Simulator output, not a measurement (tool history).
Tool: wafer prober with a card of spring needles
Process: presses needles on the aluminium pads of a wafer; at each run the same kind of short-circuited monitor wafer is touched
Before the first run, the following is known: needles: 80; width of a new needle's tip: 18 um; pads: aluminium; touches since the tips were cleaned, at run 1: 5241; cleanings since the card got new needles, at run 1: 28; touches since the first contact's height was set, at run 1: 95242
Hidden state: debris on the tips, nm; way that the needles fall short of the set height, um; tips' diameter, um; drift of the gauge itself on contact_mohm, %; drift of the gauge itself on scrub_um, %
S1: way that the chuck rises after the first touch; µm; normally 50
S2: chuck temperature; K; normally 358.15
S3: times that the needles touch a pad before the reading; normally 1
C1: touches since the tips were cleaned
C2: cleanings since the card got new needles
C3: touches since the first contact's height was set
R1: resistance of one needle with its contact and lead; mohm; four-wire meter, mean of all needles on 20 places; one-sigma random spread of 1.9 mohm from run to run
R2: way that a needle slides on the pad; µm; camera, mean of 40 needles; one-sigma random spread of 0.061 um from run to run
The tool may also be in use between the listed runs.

run 1 hour=0.0 | S1=50 S2=358.15 S3=1 | C1=5241 C2=28 C3=95242 | R1=266 R2=12.07
-- hour=2.9 tips cleaned on abrasive film
-- hour=12.6 height of the first contact set anew
-- hour=14.7 tips cleaned on abrasive film
-- hour=28.2 tips cleaned on abrasive film
run 2 hour=29.8 | S1=50 S2=358.15 S3=1 | C1=857 C2=31 C3=9155 | R1=226 R2=12.16
-- hour=41.6 tips cleaned on abrasive film
run 3 hour=51.6 | S1=65 S2=358.15 S3=1 | C1=5408 C2=32 C3=20837 | R1=234 R2=15.80
-- hour=54.6 tips cleaned on abrasive film
-- hour=67.6 tips cleaned on abrasive film
-- hour=80.1 tips cleaned on abrasive film
-- hour=92.1 tips cleaned on abrasive film
run 4 hour=92.1 | S1=65 S2=358.15 S3=1 | C1=0 C2=36 C3=42397 | R1=197 R2=15.68
-- hour=103.6 tips cleaned on abrasive film
-- hour=116.9 tips cleaned on abrasive film
run 5 hour=123.3 | S1=35 S2=358.15 S3=1 | C1=3410 C2=38 C3=59032 | R1=335 R2=8.40
-- hour=131.1 tips cleaned on abrasive film
-- hour=142.8 tips cleaned on abrasive film
run 6 hour=153.3 | S1=35 S2=358.15 S3=1 | C1=5638 C2=40 C3=75048 | R1=351 R2=8.32
-- hour=156.0 tips cleaned on abrasive film
-- hour=168.7 tips cleaned on abrasive film
-- hour=182.6 tips cleaned on abrasive film
run 7 hour=188.3 | S1=50 S2=358.15 S3=1 | C1=3075 C2=43 C3=93714 | R1=267 R2=11.96
-- hour=196.1 tips cleaned on abrasive film
-- hour=204.1 height of the first contact set anew
-- hour=209.4 tips cleaned on abrasive film
run 8 hour=211.2 | S1=50 S2=358.15 S3=1 | C1=971 C2=45 C3=3775 | R1=229 R2=12.32
-- hour=222.1 tips cleaned on abrasive film
run 9 hour=232.3 | S1=50 S2=358.15 S3=1 | C1=5490 C2=46 C3=15066 | R1=267 R2=12.22
-- hour=235.2 tips cleaned on abrasive film
-- hour=247.2 tips cleaned on abrasive film
-- hour=258.6 tips cleaned on abrasive film
run 10 hour=258.6 | S1=50 S2=358.15 S3=1 | C1=0 C2=49 C3=29070 | R1=201 R2=12.13
-- hour=271.2 tips cleaned on abrasive film
-- hour=283.8 tips cleaned on abrasive film
-- hour=297.6 tips cleaned on abrasive film
run 11 hour=301.5 | S1=50 S2=299.15 S3=1 | C1=2091 C2=52 C3=51943 | R1=246 R2=12.09
-- hour=310.1 tips cleaned on abrasive film
-- hour=322.7 tips cleaned on abrasive film
run 12 hour=327.9 | S1=50 S2=358.15 S3=1 | C1=2768 C2=54 C3=66014 | R1=267 R2=12.05
-- hour=336.5 tips cleaned on abrasive film
-- hour=350.4 tips cleaned on abrasive film
run 13 hour=353.7 | S1=50 S2=358.15 S3=1 | C1=1809 C2=56 C3=79811 | R1=240 R2=11.97
-- hour=363.8 tips cleaned on abrasive film
-- hour=375.2 tips cleaned on abrasive film
-- hour=388.0 tips cleaned on abrasive film
run 14 hour=389.0 | S1=50 S2=358.15 S3=1 | C1=489 C2=59 C3=98594 | R1=227 R2=11.96
-- hour=394.4 height of the first contact set anew
-- hour=399.8 tips cleaned on abrasive film
-- hour=412.1 tips cleaned on abrasive film
run 15 hour=415.9 | S1=56 S2=358.15 S3=1 | C1=2065 C2=61 C3=11486 | R1=239 R2=13.62
-- hour=424.5 tips cleaned on abrasive film
-- hour=436.6 tips cleaned on abrasive film
-- hour=449.0 tips cleaned on abrasive film
run 16 hour=456.4 | S1=56 S2=358.15 S3=1 | C1=3994 C2=64 C3=33096 | R1=250 R2=13.74
-- hour=461.2 tips cleaned on abrasive film
-- hour=474.8 tips cleaned on abrasive film
run 17 hour=482.2 | S1=39 S2=353.15 S3=1 | C1=4007 C2=66 C3=46867 | R1=320 R2=9.43
-- hour=488.0 tips cleaned on abrasive film
-- hour=500.6 tips cleaned on abrasive film
-- hour=513.7 tips cleaned on abrasive film
run 18 hour=524.5 | S1=50 S2=358.15 S3=1 | C1=5810 C2=69 C3=69421 | R1=276 R2=12.05
-- hour=527.4 tips cleaned on abrasive film
-- hour=540.6 tips cleaned on abrasive film
-- hour=553.1 tips cleaned on abrasive film
-- hour=565.8 tips cleaned on abrasive film
run 19 hour=566.3 | S1=50 S2=373.15 S3=1 | C1=281 C2=73 C3=91703 | R1=221 R2=11.97
-- hour=578.6 tips cleaned on abrasive film
-- hour=586.7 height of the first contact set anew
-- hour=592.4 tips cleaned on abrasive film
run 20 hour=600.4 | S1=50 S2=373.15 S3=1 | C1=4288 C2=75 C3=7339 | R1=273 R2=12.27
-- hour=606.2 tips cleaned on abrasive film
-- hour=620.1 tips cleaned on abrasive film
run 21 hour=624.8 | S1=44 S2=320.15 S3=2 | C1=2572 C2=77 C3=20357 | R1=240 R2=10.74

For run 22, what comes out?
-- hour=632.6 tips cleaned on abrasive film
-- hour=646.9 tips cleaned on abrasive film
run 22 hour=657.1 | S1=44 S2=320.15 S3=2 | C1=5485 C2=79 C3=37586 | R1=? R2=?

Run 22 produced R1 258 mohm, R2 10.64 µm.
Minus the tool's unlogged condition, the same run would have read R1 190 mohm, R2 10.77 µm.
